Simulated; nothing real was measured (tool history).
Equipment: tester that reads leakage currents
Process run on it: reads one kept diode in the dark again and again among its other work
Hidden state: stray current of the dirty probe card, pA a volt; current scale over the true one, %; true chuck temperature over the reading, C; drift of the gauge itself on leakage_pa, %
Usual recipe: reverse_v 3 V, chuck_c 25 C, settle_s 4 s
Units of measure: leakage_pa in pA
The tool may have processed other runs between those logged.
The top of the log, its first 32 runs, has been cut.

run	hour	reverse_v	chuck_c	settle_s	hours of work since the probe card was cleaned	hours of work since the tester was calibrated	hours of work since the chuck was calibrated	leakage_pa
33	716	2.54	25	1.11	73	393	294	27.57
34	738.4	3	28	4	82	402	303	38.29
35	756.9	16.3	21	5.13	90	410	311	58.98
36	769.9	16.4	33	2.52	95	415	316	160.28
37	786.7	9.95	22	7.55	102	422	323	47.25
38	815.9	1.65	32	2.94	114	434	335	37.14
39	830.7	1.65	32	2.94	120	440	341	36.83
40	847.3	3	25	0.3	127	446	347	31.89
41	871.7	3.65	25	2.62	136	456	357	33.62

Alternative continuations, all from the tool just after run 41; predict every row:
A	888.9	3	25	0.31	144	463	364	?
B	888.9	3.65	24	0.31	144	463	364	?
C	888.9	1.2	20	4	144	463	364	?

run	leakage_pa
A	31.56
B	33.15
C	11.21
Stripped of hidden state, with their random variation kept, the same runs would have yielded:
run	leakage_pa
A	33.85
B	35.49
C	12.1
